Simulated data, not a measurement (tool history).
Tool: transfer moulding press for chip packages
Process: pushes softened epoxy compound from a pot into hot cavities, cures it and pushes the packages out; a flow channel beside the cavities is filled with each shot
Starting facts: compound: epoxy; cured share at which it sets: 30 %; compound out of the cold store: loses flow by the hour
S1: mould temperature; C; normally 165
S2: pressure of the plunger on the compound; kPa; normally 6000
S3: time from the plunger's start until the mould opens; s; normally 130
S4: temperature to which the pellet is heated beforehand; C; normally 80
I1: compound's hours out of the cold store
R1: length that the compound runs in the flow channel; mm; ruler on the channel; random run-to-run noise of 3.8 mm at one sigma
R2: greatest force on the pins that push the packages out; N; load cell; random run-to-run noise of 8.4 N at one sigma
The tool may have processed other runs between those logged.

run,hour,S1,S2,S3,S4,I1,R1,R2
1,0.0,165,6000,130,80,46.6,434,686
2,15.7,165,6000,130,80,15.1,510,700
3,23.2,165,6000,130,80,42.1,445,716
# hour 28.6: cavities cleaned with cleaning compound and waxed
4,34.6,165,6000,130,80,10.2,516,429
5,45.3,165,6000,130,79,42.5,452,466
6,62.5,165,6000,130,79,14.4,503,558
# hour 65.8: mould's thermocouples calibrated
# hour 74.0: plunger's sealing rings changed
7,74.9,165,6000,130,79,21.6,522,603
8,91.3,165,6000,130,80,40.8,475,642
9,104.5,165,6000,130,80,30.1,497,679
# hour 115.2: mould's thermocouples calibrated, once more
10,121.3,165,6000,130,80,34.8,492,673
11,129.5,160,5360,113,80,10.9,524,1241
# hour 135.2: cavities cleaned with cleaning compound and waxed
12,143.9,166,4560,162,90,27.8,435,400
13,156.5,166,4560,162,90,24.0,434,464

Estimate the outcome of run 14 from the log above:
14,165.6,165,4590,130,74,29.9,?,?

R1: 427 mm
R2: 549 N
With no hidden state in the tool, this same run would have given R1 435 mm, R2 377 N.
